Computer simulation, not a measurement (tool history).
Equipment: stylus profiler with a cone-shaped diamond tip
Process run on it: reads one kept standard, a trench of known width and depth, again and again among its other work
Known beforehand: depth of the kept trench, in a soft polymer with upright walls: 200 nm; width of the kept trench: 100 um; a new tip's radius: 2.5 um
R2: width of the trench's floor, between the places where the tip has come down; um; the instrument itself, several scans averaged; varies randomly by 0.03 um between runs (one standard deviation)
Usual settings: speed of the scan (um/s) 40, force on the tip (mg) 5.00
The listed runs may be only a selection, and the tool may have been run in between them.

{"run": 1, "hour": 0.0, "speed of the scan (um/s)": 40, "force on the tip (mg)": 5.0, "depth of the trench (nm)": 204.74, "R2": 97.64}
{"run": 2, "hour": 19.9, "speed of the scan (um/s)": 40, "force on the tip (mg)": 5.0, "depth of the trench (nm)": 204.65, "R2": 97.66}
{"run": 3, "hour": 32.4, "speed of the scan (um/s)": 40, "force on the tip (mg)": 5.0, "depth of the trench (nm)": 204.72, "R2": 97.65}
{"run": 4, "hour": 45.0, "speed of the scan (um/s)": 40, "force on the tip (mg)": 5.0, "depth of the trench (nm)": 204.65, "R2": 97.59}
{"run": 5, "hour": 56.6, "speed of the scan (um/s)": 40, "force on the tip (mg)": 5.0, "depth of the trench (nm)": 204.64, "R2": 97.65}
{"run": 6, "hour": 81.4, "speed of the scan (um/s)": 17, "force on the tip (mg)": 5.0, "depth of the trench (nm)": 204.72, "R2": 97.73}
{"run": 7, "hour": 100.8, "speed of the scan (um/s)": 40, "force on the tip (mg)": 5.0, "depth of the trench (nm)": 204.7, "R2": 97.59}
{"run": 8, "hour": 126.4, "speed of the scan (um/s)": 40, "force on the tip (mg)": 5.0, "depth of the trench (nm)": 204.74, "R2": 97.63}
{"run": 9, "hour": 150.2, "speed of the scan (um/s)": 40, "force on the tip (mg)": 5.0, "depth of the trench (nm)": 204.77, "R2": 97.59}
{"run": 10, "hour": 168.2, "speed of the scan (um/s)": 40, "force on the tip (mg)": 5.0, "depth of the trench (nm)": 204.69, "R2": 97.58}
{"run": 11, "hour": 183.1, "speed of the scan (um/s)": 40, "force on the tip (mg)": 5.0, "depth of the trench (nm)": 204.74, "R2": 97.56}
{"run": 12, "hour": 209.3, "speed of the scan (um/s)": 34, "force on the tip (mg)": 6.55, "depth of the trench (nm)": 205.62, "R2": 97.58}
{"run": 13, "hour": 231.6, "speed of the scan (um/s)": 47, "force on the tip (mg)": 6.55, "depth of the trench (nm)": 205.62, "R2": 97.54}
{"run": 14, "hour": 249.1, "speed of the scan (um/s)": 97, "force on the tip (mg)": 3.74, "depth of the trench (nm)": 203.95, "R2": 97.3}
{"run": 15, "hour": 268.0, "speed of the scan (um/s)": 76, "force on the tip (mg)": 7.01, "depth of the trench (nm)": 205.97, "R2": 97.47}
{"run": 16, "hour": 278.8, "speed of the scan (um/s)": 76, "force on the tip (mg)": 7.01, "depth of the trench (nm)": 205.96, "R2": 97.49}
{"run": 17, "hour": 301.2, "speed of the scan (um/s)": 35, "force on the tip (mg)": 3.34, "depth of the trench (nm)": 203.6, "R2": 97.47}
{"run": 18, "hour": 317.3, "speed of the scan (um/s)": 25, "force on the tip (mg)": 4.94, "depth of the trench (nm)": 204.79, "R2": 97.53}
{"run": 19, "hour": 337.0, "speed of the scan (um/s)": 25, "force on the tip (mg)": 4.94, "depth of the trench (nm)": 204.69, "R2": 97.55}
{"run": 20, "hour": 362.9, "speed of the scan (um/s)": 40, "force on the tip (mg)": 2.42, "depth of the trench (nm)": 202.95, "R2": 97.43}

Forecast each of these 5 alternatives for the next run:
{"run": "A", "hour": 379.7, "speed of the scan (um/s)": 40, "force on the tip (mg)": 2.83, "depth of the trench (nm)": "?", "R2": "?"}
{"run": "B", "hour": 379.7, "speed of the scan (um/s)": 158, "force on the tip (mg)": 1.76, "depth of the trench (nm)": "?", "R2": "?"}
{"run": "C", "hour": 379.7, "speed of the scan (um/s)": 52, "force on the tip (mg)": 6.45, "depth of the trench (nm)": "?", "R2": "?"}
{"run": "D", "hour": 379.7, "speed of the scan (um/s)": 31, "force on the tip (mg)": 2.07, "depth of the trench (nm)": "?", "R2": "?"}
{"run": "E", "hour": 379.7, "speed of the scan (um/s)": 40, "force on the tip (mg)": 5.49, "depth of the trench (nm)": "?", "R2": "?"}

run=A depth_of_the_trench_(nm)=203.32 R2=97.46
run=B depth_of_the_trench_(nm)=202.51 R2=96.85
run=C depth_of_the_trench_(nm)=205.64 R2=97.50
run=D depth_of_the_trench_(nm)=202.68 R2=97.44
run=E depth_of_the_trench_(nm)=205.02 R2=97.53
With no hidden state in the tool, these same runs would have given:
run=A depth_of_the_trench_(nm)=203.14 R2=97.89
run=B depth_of_the_trench_(nm)=202.34 R2=97.27
run=C depth_of_the_trench_(nm)=205.46 R2=97.92
run=D depth_of_the_trench_(nm)=202.51 R2=97.86
run=E depth_of_the_trench_(nm)=204.85 R2=97.96
